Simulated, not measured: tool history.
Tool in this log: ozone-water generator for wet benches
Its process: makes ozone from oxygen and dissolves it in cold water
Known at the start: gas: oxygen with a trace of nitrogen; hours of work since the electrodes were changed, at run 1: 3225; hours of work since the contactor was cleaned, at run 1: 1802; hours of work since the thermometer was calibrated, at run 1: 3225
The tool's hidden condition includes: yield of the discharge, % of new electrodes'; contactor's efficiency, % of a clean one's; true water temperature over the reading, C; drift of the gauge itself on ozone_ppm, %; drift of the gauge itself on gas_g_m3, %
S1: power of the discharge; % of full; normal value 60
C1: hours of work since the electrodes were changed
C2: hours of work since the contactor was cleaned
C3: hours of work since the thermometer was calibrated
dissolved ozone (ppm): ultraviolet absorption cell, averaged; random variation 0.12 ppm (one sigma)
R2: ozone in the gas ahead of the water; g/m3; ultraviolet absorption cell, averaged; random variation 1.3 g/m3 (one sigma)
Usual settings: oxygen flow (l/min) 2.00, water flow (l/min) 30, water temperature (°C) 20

run 1 hour=0.0 | S1=60 oxygen_flow_(l/min)=2.00 water_flow_(l/min)=30 water_temperature_(°C)=20 | C1=3225 C2=1802 C3=3225 | dissolved_ozone_(ppm)=10.0 R2=238.7
run 2 hour=45.7 | S1=60 oxygen_flow_(l/min)=2.00 water_flow_(l/min)=30 water_temperature_(°C)=20 | C1=3265 C2=1842 C3=3265 | dissolved_ozone_(ppm)=10.0 R2=238.8
run 3 hour=89.2 | S1=60 oxygen_flow_(l/min)=2.00 water_flow_(l/min)=35 water_temperature_(°C)=20 | C1=3303 C2=1880 C3=3303 | dissolved_ozone_(ppm)=8.5 R2=238.8
run 4 hour=169.4 | S1=60 oxygen_flow_(l/min)=2.00 water_flow_(l/min)=35 water_temperature_(°C)=20 | C1=3373 C2=1951 C3=3373 | dissolved_ozone_(ppm)=8.5 R2=239.3
run 5 hour=259.7 | S1=60 oxygen_flow_(l/min)=2.00 water_flow_(l/min)=35 water_temperature_(°C)=20 | C1=3453 C2=2030 C3=3453 | dissolved_ozone_(ppm)=8.6 R2=234.0
run 6 hour=336.6 | S1=60 oxygen_flow_(l/min)=2.00 water_flow_(l/min)=35 water_temperature_(°C)=20 | C1=3520 C2=2097 C3=3520 | dissolved_ozone_(ppm)=8.5 R2=236.2
run 7 hour=392.8 | S1=60 oxygen_flow_(l/min)=2.16 water_flow_(l/min)=35 water_temperature_(°C)=20 | C1=3569 C2=2146 C3=3569 | dissolved_ozone_(ppm)=8.7 R2=229.2
run 8 hour=456.5 | S1=60 oxygen_flow_(l/min)=2.16 water_flow_(l/min)=35 water_temperature_(°C)=20 | C1=3625 C2=2202 C3=3625 | dissolved_ozone_(ppm)=8.8 R2=228.5
run 9 hour=518.8 | S1=60 oxygen_flow_(l/min)=2.16 water_flow_(l/min)=35 water_temperature_(°C)=20 | C1=3679 C2=2256 C3=3679 | dissolved_ozone_(ppm)=8.8 R2=228.2
run 10 hour=572.6 | S1=60 oxygen_flow_(l/min)=2.16 water_flow_(l/min)=35 water_temperature_(°C)=20 | C1=3726 C2=2304 C3=3726 | dissolved_ozone_(ppm)=8.8 R2=227.6
run 11 hour=660.8 | S1=75 oxygen_flow_(l/min)=3.45 water_flow_(l/min)=35 water_temperature_(°C)=20 | C1=3804 C2=2381 C3=3804 | dissolved_ozone_(ppm)=12.5 R2=226.5
run 12 hour=737.3 | S1=85 oxygen_flow_(l/min)=2.01 water_flow_(l/min)=43 water_temperature_(°C)=18 | C1=3871 C2=2448 C3=3871 | dissolved_ozone_(ppm)=9.1 R2=324.2
run 13 hour=801.7 | S1=85 oxygen_flow_(l/min)=2.01 water_flow_(l/min)=43 water_temperature_(°C)=18 | C1=3927 C2=2504 C3=3927 | dissolved_ozone_(ppm)=9.2 R2=323.8
-- hour=808.1 water thermometer calibrated
run 14 hour=883.7 | S1=85 oxygen_flow_(l/min)=2.01 water_flow_(l/min)=43 water_temperature_(°C)=18 | C1=3998 C2=2575 C3=66 | dissolved_ozone_(ppm)=9.3 R2=324.1
run 15 hour=923.7 | S1=60 oxygen_flow_(l/min)=1.10 water_flow_(l/min)=30 water_temperature_(°C)=20 | C1=4033 C2=2610 C3=101 | dissolved_ozone_(ppm)=8.2 R2=311.7
run 16 hour=1003.6 | S1=60 oxygen_flow_(l/min)=1.10 water_flow_(l/min)=30 water_temperature_(°C)=27 | C1=4103 C2=2680 C3=171 | dissolved_ozone_(ppm)=7.5 R2=310.4
run 17 hour=1046.3 | S1=60 oxygen_flow_(l/min)=1.10 water_flow_(l/min)=30 water_temperature_(°C)=27 | C1=4140 C2=2718 C3=208 | dissolved_ozone_(ppm)=7.7 R2=315.6
run 18 hour=1141.1 | S1=60 oxygen_flow_(l/min)=1.10 water_flow_(l/min)=30 water_temperature_(°C)=27 | C1=4224 C2=2801 C3=291 | dissolved_ozone_(ppm)=7.8 R2=313.7
run 19 hour=1198.1 | S1=98 oxygen_flow_(l/min)=1.26 water_flow_(l/min)=30 water_temperature_(°C)=13 | C1=4273 C2=2851 C3=341 | dissolved_ozone_(ppm)=13.4 R2=457.7
run 20 hour=1247.0 | S1=98 oxygen_flow_(l/min)=1.26 water_flow_(l/min)=30 water_temperature_(°C)=13 | C1=4316 C2=2893 C3=384 | dissolved_ozone_(ppm)=13.3 R2=455.0

Here are 5 independent what-if runs from the current tool condition. What would each one return?
run A hour=1306.5 | S1=42 oxygen_flow_(l/min)=1.31 water_flow_(l/min)=30 water_temperature_(°C)=13 | C1=4368 C2=2945 C3=436 | dissolved_ozone_(ppm)=? R2=?
run B hour=1306.5 | S1=78 oxygen_flow_(l/min)=1.95 water_flow_(l/min)=29 water_temperature_(°C)=20 | C1=4368 C2=2945 C3=436 | dissolved_ozone_(ppm)=? R2=?
run C hour=1306.5 | S1=88 oxygen_flow_(l/min)=2.00 water_flow_(l/min)=30 water_temperature_(°C)=20 | C1=4368 C2=2945 C3=436 | dissolved_ozone_(ppm)=? R2=?
run D hour=1306.5 | S1=57 oxygen_flow_(l/min)=2.00 water_flow_(l/min)=30 water_temperature_(°C)=23 | C1=4368 C2=2945 C3=436 | dissolved_ozone_(ppm)=? R2=?
run E hour=1306.5 | S1=60 oxygen_flow_(l/min)=2.00 water_flow_(l/min)=28 water_temperature_(°C)=20 | C1=4368 C2=2945 C3=436 | dissolved_ozone_(ppm)=? R2=?

run=A dissolved_ozone_(ppm)=6.3 R2=208.8
run=B dissolved_ozone_(ppm)=13.1 R2=304.0
run=C dissolved_ozone_(ppm)=14.2 R2=334.3
run=D dissolved_ozone_(ppm)=9.8 R2=229.0
run=E dissolved_ozone_(ppm)=10.7 R2=239.6
Stripped of hidden state, with their random variation kept, the same runs would have yielded:
run=A dissolved_ozone_(ppm)=6.4 R2=208.9
run=B dissolved_ozone_(ppm)=13.1 R2=304.2
run=C dissolved_ozone_(ppm)=14.2 R2=334.7
run=D dissolved_ozone_(ppm)=9.8 R2=229.1
run=E dissolved_ozone_(ppm)=10.8 R2=239.8

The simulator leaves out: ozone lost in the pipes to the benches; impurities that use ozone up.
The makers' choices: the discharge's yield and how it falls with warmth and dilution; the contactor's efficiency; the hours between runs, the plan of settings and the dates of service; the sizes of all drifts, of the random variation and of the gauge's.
